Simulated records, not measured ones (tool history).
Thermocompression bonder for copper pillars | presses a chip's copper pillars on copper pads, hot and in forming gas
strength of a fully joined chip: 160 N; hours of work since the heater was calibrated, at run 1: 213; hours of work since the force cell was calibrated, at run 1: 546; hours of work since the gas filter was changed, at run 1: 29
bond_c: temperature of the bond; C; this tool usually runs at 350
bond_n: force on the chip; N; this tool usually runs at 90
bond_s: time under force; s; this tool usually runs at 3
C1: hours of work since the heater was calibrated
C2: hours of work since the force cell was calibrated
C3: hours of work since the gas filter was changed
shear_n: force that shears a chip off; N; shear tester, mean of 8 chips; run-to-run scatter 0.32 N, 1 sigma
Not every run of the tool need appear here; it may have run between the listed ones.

run 1 hour=0 | bond_c=350 bond_n=90 bond_s=3 | C1=213 C2=546 C3=29 | shear_n=63.3
run 2 hour=17.8 | bond_c=350 bond_n=90 bond_s=3 | C1=224 C2=557 C3=40 | shear_n=63
run 3 hour=35.6 | bond_c=350 bond_n=90 bond_s=3 | C1=235 C2=568 C3=51 | shear_n=63.5
run 4 hour=53.7 | bond_c=350 bond_n=90 bond_s=3 | C1=247 C2=579 C3=62 | shear_n=62.8
run 5 hour=71.9 | bond_c=350 bond_n=90 bond_s=3 | C1=258 C2=590 C3=73 | shear_n=63.1
run 6 hour=81.2 | bond_c=350 bond_n=90 bond_s=3 | C1=264 C2=596 C3=79 | shear_n=63.1
run 7 hour=98.2 | bond_c=350 bond_n=90 bond_s=3 | C1=274 C2=606 C3=90 | shear_n=62.3
run 8 hour=111.1 | bond_c=350 bond_n=90 bond_s=3 | C1=282 C2=614 C3=97 | shear_n=63.1
run 9 hour=118.6 | bond_c=350 bond_n=90 bond_s=3 | C1=287 C2=619 C3=102 | shear_n=62.6
run 10 hour=135.3 | bond_c=350 bond_n=90 bond_s=3 | C1=297 C2=629 C3=112 | shear_n=62.4
run 11 hour=150.9 | bond_c=350 bond_n=90 bond_s=7 | C1=307 C2=639 C3=122 | shear_n=85.3
run 12 hour=167.5 | bond_c=350 bond_n=90 bond_s=3 | C1=317 C2=649 C3=132 | shear_n=62.3
run 13 hour=179.8 | bond_c=350 bond_n=90 bond_s=3 | C1=325 C2=657 C3=140 | shear_n=62.4
run 14 hour=196.7 | bond_c=350 bond_n=90 bond_s=3 | C1=335 C2=667 C3=150 | shear_n=62.2
run 15 hour=208.9 | bond_c=374 bond_n=90 bond_s=3 | C1=342 C2=675 C3=158 | shear_n=74
run 16 hour=216.5 | bond_c=350 bond_n=104 bond_s=3 | C1=347 C2=680 C3=163 | shear_n=67.7
run 17 hour=233.6 | bond_c=350 bond_n=90 bond_s=3 | C1=358 C2=690 C3=173 | shear_n=62.5
run 18 hour=250 | bond_c=350 bond_n=90 bond_s=3 | C1=368 C2=700 C3=183 | shear_n=62
run 19 hour=262.6 | bond_c=350 bond_n=90 bond_s=2 | C1=376 C2=708 C3=191 | shear_n=53.2
run 20 hour=270.7 | bond_c=350 bond_n=90 bond_s=2 | C1=381 C2=713 C3=196 | shear_n=53.2
run 21 hour=280.9 | bond_c=350 bond_n=90 bond_s=2 | C1=387 C2=719 C3=202 | shear_n=53
run 22 hour=298.6 | bond_c=332 bond_n=90 bond_s=4 | C1=398 C2=730 C3=213 | shear_n=60.7
run 23 hour=314 | bond_c=332 bond_n=90 bond_s=4 | C1=408 C2=740 C3=223 | shear_n=60.5
run 24 hour=327.2 | bond_c=332 bond_n=71 bond_s=4 | C1=416 C2=748 C3=231 | shear_n=51.9
run 25 hour=340.1 | bond_c=325 bond_n=90 bond_s=5 | C1=424 C2=756 C3=239 | shear_n=62.3
run 26 hour=353.3 | bond_c=325 bond_n=90 bond_s=5 | C1=432 C2=764 C3=247 | shear_n=62.2
run 27 hour=363.6 | bond_c=325 bond_n=90 bond_s=5 | C1=438 C2=771 C3=254 | shear_n=61.6

Predict the results of run 28:
run 28 hour=380.8 | bond_c=366 bond_n=102 bond_s=2 | C1=449 C2=781 C3=264 | shear_n=?

Run 28 gave shear_n 64.7 N.
If the tool had no hidden condition, the same run with the same run-to-run variation would have returned shear_n 65.1 N.

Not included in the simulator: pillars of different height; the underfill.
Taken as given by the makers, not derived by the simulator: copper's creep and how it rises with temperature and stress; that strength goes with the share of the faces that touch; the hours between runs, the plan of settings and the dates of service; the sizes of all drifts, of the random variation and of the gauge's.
